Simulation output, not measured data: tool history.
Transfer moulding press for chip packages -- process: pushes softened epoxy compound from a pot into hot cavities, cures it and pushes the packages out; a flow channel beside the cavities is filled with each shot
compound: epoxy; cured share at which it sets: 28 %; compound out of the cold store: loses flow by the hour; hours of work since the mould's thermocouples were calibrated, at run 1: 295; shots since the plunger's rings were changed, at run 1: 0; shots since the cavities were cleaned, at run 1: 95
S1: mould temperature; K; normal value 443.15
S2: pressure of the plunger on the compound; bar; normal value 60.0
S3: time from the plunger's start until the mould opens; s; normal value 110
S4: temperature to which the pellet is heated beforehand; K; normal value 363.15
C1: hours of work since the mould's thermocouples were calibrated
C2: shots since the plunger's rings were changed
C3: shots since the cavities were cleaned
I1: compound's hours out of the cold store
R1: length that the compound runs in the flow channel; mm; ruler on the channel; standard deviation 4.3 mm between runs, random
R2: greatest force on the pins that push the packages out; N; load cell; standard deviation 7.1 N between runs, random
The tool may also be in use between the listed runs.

Run 1, day 0.000: usual settings; C1 295; C2 0; C3 95; I1 46.8. Result: R1 639 mm, R2 312 N.
Run 2, day 1.842: usual settings but S4 362.15 K; C1 319; C2 366; C3 461; I1 20.2. Result: R1 721 mm, R2 306 N.
At day 2.271: cavities cleaned with cleaning compound and waxed.
Run 3, day 3.475: usual settings but S4 362.15 K; C1 339; C2 678; C3 239; I1 28.8. Result: R1 683 mm, R2 292 N.
At day 4.908: cavities cleaned with cleaning compound and waxed.
Run 4, day 5.300: usual settings but S4 362.15 K; C1 362; C2 1029; C3 78; I1 45.7. Result: R1 630 mm, R2 300 N.
Run 5, day 6.388: usual settings but S3 100 s, S4 362.15 K; C1 376; C2 1245; C3 294; I1 10.7. Result: R1 748 mm, R2 367 N.
Run 6, day 7.317: usual settings but S3 100 s, S4 362.15 K; C1 388; C2 1430; C3 479; I1 32.4. Result: R1 676 mm, R2 335 N.
At day 7.704: cavities cleaned with cleaning compound and waxed.
Run 7, day 8.767: usual settings but S3 100 s, S4 362.15 K; C1 406; C2 1706; C3 211; I1 21.5. Result: R1 719 mm, R2 360 N.
Run 8, day 10.233: usual settings but S3 100 s, S4 362.15 K; C1 425; C2 1998; C3 503; I1 16.6. Result: R1 729 mm, R2 352 N.
At day 10.392: cavities cleaned with cleaning compound and waxed.
Run 9, day 11.738: usual settings but S3 107 s; C1 443; C2 2285; C3 268; I1 44.7. Result: R1 632 mm, R2 307 N.
At day 13.150: cavities cleaned with cleaning compound and waxed.
Run 10, day 13.654: usual settings; C1 467; C2 2654; C3 101; I1 9.9. Result: R1 747 mm, R2 299 N.
Run 11, day 14.779: usual settings; C1 481; C2 2877; C3 324; I1 21.1. Result: R1 714 mm, R2 304 N.
Run 12, day 15.617: usual settings but S1 447.15 K; C1 492; C2 3044; C3 491; I1 13.9. Result: R1 719 mm, R2 262 N.
At day 15.933: cavities cleaned with cleaning compound and waxed.
Run 13, day 16.800: usual settings but S3 130 s; C1 507; C2 3267; C3 173; I1 24.2. Result: R1 706 mm, R2 243 N.
Run 14, day 18.154: usual settings but S4 370.15 K; C1 524; C2 3536; C3 442; I1 33.6. Result: R1 675 mm, R2 296 N.
At day 18.621: cavities cleaned with cleaning compound and waxed.
Run 15, day 19.671: usual settings but S1 439.15 K, S2 66.6 bar, S3 132 s; C1 543; C2 3825; C3 208; I1 17.0. Result: R1 782 mm, R2 280 N.
At day 20.242: plunger's sealing rings changed.
Run 16, day 21.042: usual settings but S1 439.15 K, S2 61.9 bar, S3 132 s; C1 559; C2 160; C3 461; I1 44.4. Result: R1 662 mm, R2 279 N.
At day 21.371: cavities cleaned with cleaning compound and waxed.
Run 17, day 21.967: usual settings but S1 448.15 K, S2 61.9 bar, S3 148 s, S4 370.15 K; C1 570; C2 331; C3 119; I1 27.1. Result: R1 691 mm, R2 240 N.
Run 18, day 23.312: usual settings but S1 448.15 K, S2 55.5 bar, S3 143 s, S4 370.15 K; C1 587; C2 598; C3 386; I1 10.5. Result: R1 707 mm, R2 247 N.
At day 24.000: cavities cleaned with cleaning compound and waxed.
Run 19, day 25.188: usual settings but S3 136 s, S4 355.15 K; C1 611; C2 959; C3 237; I1 21.7. Result: R1 713 mm, R2 251 N.
Run 20, day 26.058: usual settings but S1 435.15 K, S2 46.4 bar, S3 136 s; C1 622; C2 1132; C3 410; I1 47.1. Result: R1 574 mm, R2 344 N.
At day 26.733: cavities cleaned with cleaning compound and waxed.
Run 21, day 28.029: usual settings but S1 438.15 K, S2 46.4 bar, S3 136 s, S4 362.15 K; C1 646; C2 1512; C3 258; I1 30.8. Result: R1 622 mm, R2 295 N.
At day 29.462: cavities cleaned with cleaning compound and waxed.
Run 22, day 29.958: usual settings but S1 438.15 K, S2 46.4 bar, S3 136 s, S4 362.15 K; C1 670; C2 1883; C3 99; I1 25.9. Result: R1 628 mm, R2 285 N.
Run 23, day 31.675: usual settings but S3 143 s, S4 353.15 K; C1 692; C2 2225; C3 441; I1 26.7. Result: R1 694 mm, R2 245 N.
At day 32.183: cavities cleaned with cleaning compound and waxed.
Run 24, day 32.925: usual settings but S1 447.15 K, S2 52.8 bar, S3 122 s, S4 357.15 K; C1 708; C2 2461; C3 148; I1 41.7. Result: R1 595 mm, R2 243 N.
At day 34.450: mould's thermocouples calibrated.
Run 25, day 34.642: usual settings but S1 447.15 K, S2 52.8 bar, S3 122 s, S4 357.15 K; C1 2; C2 2786; C3 473; I1 19.2. Result: R1 660 mm, R2 246 N.
At day 34.900: cavities cleaned with cleaning compound and waxed.
Run 26, day 36.554: usual settings but S1 446.15 K, S2 66.3 bar, S3 92 s, S4 355.15 K; C1 26; C2 3154; C3 329; I1 28.6. Result: R1 715 mm, R2 333 N.
At day 37.621: cavities cleaned with cleaning compound and waxed.
Run 27, day 37.808: usual settings but S1 446.15 K, S2 66.3 bar, S3 92 s, S4 355.15 K; C1 42; C2 3391; C3 37; I1 28.3. Result: R1 712 mm, R2 329 N.

Below are 4 alternative next runs, each starting from the tool's condition after run 27. Predict each:
Run A, day 39.200: usual settings but S1 446.15 K, S2 66.3 bar, S3 126 s, S4 372.15 K; C1 59; C2 3667; C3 313; I1 29.0. Result: R1 ?, R2 ?.
Run B, day 39.200: usual settings but S1 446.15 K, S2 51.3 bar, S3 123 s, S4 370.15 K; C1 59; C2 3667; C3 313; I1 10.4. Result: R1 ?, R2 ?.
Run C, day 39.200: usual settings but S1 439.15 K, S2 66.3 bar, S3 96 s, S4 355.15 K; C1 59; C2 3667; C3 313; I1 11.3. Result: R1 ?, R2 ?.
Run D, day 39.200: usual settings but S1 438.15 K, S2 51.4 bar, S3 95 s, S4 355.15 K; C1 59; C2 3667; C3 313; I1 43.2. Result: R1 ?, R2 ?.

run   R1   R2
  A  710  242
  B  680  250
  C  802  575
  D  614  556
Without the tool's hidden state the same runs would have given:
run   R1   R2
  A  710  240
  B  681  248
  C  803  570
  D  615  551
